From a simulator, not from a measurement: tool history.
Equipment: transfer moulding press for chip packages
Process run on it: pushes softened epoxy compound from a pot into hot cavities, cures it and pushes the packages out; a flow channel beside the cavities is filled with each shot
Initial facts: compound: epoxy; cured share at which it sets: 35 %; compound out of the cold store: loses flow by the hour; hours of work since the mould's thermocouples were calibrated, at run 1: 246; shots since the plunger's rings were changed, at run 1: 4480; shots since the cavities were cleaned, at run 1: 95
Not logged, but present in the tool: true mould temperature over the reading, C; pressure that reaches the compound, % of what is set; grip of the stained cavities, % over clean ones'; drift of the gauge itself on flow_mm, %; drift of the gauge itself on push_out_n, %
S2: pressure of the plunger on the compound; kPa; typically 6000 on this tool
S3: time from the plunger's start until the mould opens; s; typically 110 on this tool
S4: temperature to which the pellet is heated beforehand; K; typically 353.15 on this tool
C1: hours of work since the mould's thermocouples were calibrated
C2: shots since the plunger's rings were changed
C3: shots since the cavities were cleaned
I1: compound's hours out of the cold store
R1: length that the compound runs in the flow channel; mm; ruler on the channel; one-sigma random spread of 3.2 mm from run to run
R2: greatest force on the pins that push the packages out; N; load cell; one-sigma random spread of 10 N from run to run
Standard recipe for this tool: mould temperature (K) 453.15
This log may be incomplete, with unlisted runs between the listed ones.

{"run": 1, "hour": 0.0, "mould temperature (K)": 453.15, "S2": 6000, "S3": 110, "S4": 353.15, "C1": 246, "C2": 4480, "C3": 95, "I1": 29.8, "R1": 643, "R2": 599}
{"run": 2, "hour": 7.0, "mould temperature (K)": 453.15, "S2": 6000, "S3": 110, "S4": 353.15, "C1": 251, "C2": 4556, "C3": 171, "I1": 39.7, "R1": 629, "R2": 641}
{"run": 3, "hour": 14.5, "mould temperature (K)": 453.15, "S2": 6000, "S3": 110, "S4": 353.15, "C1": 256, "C2": 4639, "C3": 254, "I1": 12.3, "R1": 703, "R2": 698}
{"run": 4, "hour": 23.0, "mould temperature (K)": 450.15, "S2": 6000, "S3": 110, "S4": 353.15, "C1": 261, "C2": 4733, "C3": 348, "I1": 38.3, "R1": 639, "R2": 860}
{"run": 5, "hour": 32.6, "mould temperature (K)": 450.15, "S2": 6000, "S3": 110, "S4": 353.15, "C1": 267, "C2": 4839, "C3": 454, "I1": 11.9, "R1": 705, "R2": 990}
{"hour": 44.7, "done": "cavities cleaned with cleaning compound and waxed"}
{"run": 6, "hour": 47.9, "mould temperature (K)": 453.15, "S2": 6000, "S3": 110, "S4": 353.15, "C1": 276, "C2": 4991, "C3": 35, "I1": 20.8, "R1": 672, "R2": 518}
{"run": 7, "hour": 56.4, "mould temperature (K)": 453.15, "S2": 6000, "S3": 110, "S4": 353.15, "C1": 281, "C2": 5085, "C3": 129, "I1": 10.9, "R1": 699, "R2": 619}
{"run": 8, "hour": 66.6, "mould temperature (K)": 453.15, "S2": 6000, "S3": 110, "S4": 353.15, "C1": 288, "C2": 5197, "C3": 241, "I1": 40.4, "R1": 610, "R2": 679}
{"run": 9, "hour": 79.7, "mould temperature (K)": 453.15, "S2": 6000, "S3": 110, "S4": 353.15, "C1": 296, "C2": 5341, "C3": 385, "I1": 29.9, "R1": 638, "R2": 738}
{"run": 10, "hour": 89.0, "mould temperature (K)": 453.15, "S2": 6000, "S3": 110, "S4": 353.15, "C1": 302, "C2": 5444, "C3": 488, "I1": 8.5, "R1": 697, "R2": 805}
{"hour": 97.1, "done": "cavities cleaned with cleaning compound and waxed"}
{"run": 11, "hour": 99.8, "mould temperature (K)": 453.15, "S2": 6000, "S3": 111, "S4": 353.15, "C1": 308, "C2": 5546, "C3": 29, "I1": 28.9, "R1": 641, "R2": 501}
{"run": 12, "hour": 110.2, "mould temperature (K)": 453.15, "S2": 6000, "S3": 110, "S4": 353.15, "C1": 315, "C2": 5660, "C3": 143, "I1": 38.0, "R1": 625, "R2": 581}
{"run": 13, "hour": 125.7, "mould temperature (K)": 453.15, "S2": 6000, "S3": 110, "S4": 353.15, "C1": 325, "C2": 5832, "C3": 315, "I1": 32.5, "R1": 635, "R2": 701}
{"hour": 137.7, "done": "plunger's sealing rings changed"}
{"run": 14, "hour": 140.6, "mould temperature (K)": 455.15, "S2": 6000, "S3": 110, "S4": 353.15, "C1": 333, "C2": 31, "C3": 451, "I1": 26.3, "R1": 688, "R2": 695}
{"run": 15, "hour": 147.5, "mould temperature (K)": 455.15, "S2": 6000, "S3": 110, "S4": 353.15, "C1": 337, "C2": 107, "C3": 527, "I1": 44.4, "R1": 642, "R2": 709}
{"hour": 152.1, "done": "cavities cleaned with cleaning compound and waxed"}
{"run": 16, "hour": 160.5, "mould temperature (K)": 453.15, "S2": 7360, "S3": 100, "S4": 351.15, "C1": 344, "C2": 233, "C3": 92, "I1": 40.1, "R1": 727, "R2": 664}
{"run": 17, "hour": 175.7, "mould temperature (K)": 450.15, "S2": 4750, "S3": 114, "S4": 354.15, "C1": 354, "C2": 401, "C3": 260, "I1": 47.6, "R1": 572, "R2": 736}
{"hour": 185.7, "done": "mould's thermocouples calibrated"}
{"run": 18, "hour": 193.0, "mould temperature (K)": 450.15, "S2": 4750, "S3": 114, "S4": 354.15, "C1": 5, "C2": 570, "C3": 429, "I1": 34.8, "R1": 600, "R2": 887}
{"hour": 207.1, "done": "cavities cleaned with cleaning compound and waxed"}
{"run": 19, "hour": 208.6, "mould temperature (K)": 448.15, "S2": 4630, "S3": 99, "S4": 354.15, "C1": 14, "C2": 726, "C3": 18, "I1": 46.8, "R1": 579, "R2": 861}
{"run": 20, "hour": 220.3, "mould temperature (K)": 448.15, "S2": 4630, "S3": 99, "S4": 354.15, "C1": 21, "C2": 855, "C3": 147, "I1": 9.2, "R1": 663, "R2": 1181}
{"run": 21, "hour": 228.9, "mould temperature (K)": 448.15, "S2": 4920, "S3": 113, "S4": 344.15, "C1": 27, "C2": 949, "C3": 241, "I1": 16.8, "R1": 663, "R2": 964}
{"run": 22, "hour": 235.6, "mould temperature (K)": 453.15, "S2": 6000, "S3": 128, "S4": 357.15, "C1": 31, "C2": 1023, "C3": 315, "I1": 18.0, "R1": 716, "R2": 586}
{"run": 23, "hour": 244.4, "mould temperature (K)": 453.15, "S2": 5760, "S3": 125, "S4": 348.15, "C1": 37, "C2": 1120, "C3": 412, "I1": 21.3, "R1": 682, "R2": 641}
{"run": 24, "hour": 256.1, "mould temperature (K)": 456.15, "S2": 6000, "S3": 145, "S4": 353.15, "C1": 44, "C2": 1249, "C3": 541, "I1": 29.4, "R1": 670, "R2": 618}
{"hour": 260.0, "done": "cavities cleaned with cleaning compound and waxed"}
{"run": 25, "hour": 267.9, "mould temperature (K)": 460.15, "S2": 7400, "S3": 93, "S4": 359.15, "C1": 51, "C2": 1362, "C3": 87, "I1": 44.2, "R1": 693, "R2": 538}
{"run": 26, "hour": 276.4, "mould temperature (K)": 452.15, "S2": 6340, "S3": 97, "S4": 353.15, "C1": 56, "C2": 1457, "C3": 182, "I1": 40.0, "R1": 665, "R2": 894}
{"run": 27, "hour": 286.4, "mould temperature (K)": 452.15, "S2": 6340, "S3": 97, "S4": 360.15, "C1": 62, "C2": 1567, "C3": 292, "I1": 34.4, "R1": 684, "R2": 985}

Each row is a separate what-if for the run after 27, all from the same tool condition, not one after another. Results?
{"run": "A", "hour": 299.6, "mould temperature (K)": 446.15, "S2": 6000, "S3": 149, "S4": 353.15, "C1": 71, "C2": 1712, "C3": 437, "I1": 41.4, "R1": "?", "R2": "?"}
{"run": "B", "hour": 299.6, "mould temperature (K)": 453.15, "S2": 4650, "S3": 110, "S4": 346.15, "C1": 71, "C2": 1712, "C3": 437, "I1": 47.0, "R1": "?", "R2": "?"}
{"run": "C", "hour": 299.6, "mould temperature (K)": 452.15, "S2": 6280, "S3": 149, "S4": 357.15, "C1": 71, "C2": 1712, "C3": 437, "I1": 11.1, "R1": "?", "R2": "?"}
{"run": "D", "hour": 299.6, "mould temperature (K)": 453.15, "S2": 5090, "S3": 110, "S4": 355.15, "C1": 71, "C2": 1712, "C3": 437, "I1": 10.2, "R1": "?", "R2": "?"}

run=A R1=667 R2=719
run=B R1=556 R2=794
run=C R1=747 R2=593
run=D R1=677 R2=842
With the hidden condition removed and each run's random variation left untouched, the same runs would have given:
run=A R1=681 R2=441
run=B R1=568 R2=481
run=C R1=763 R2=361
run=D R1=691 R2=514
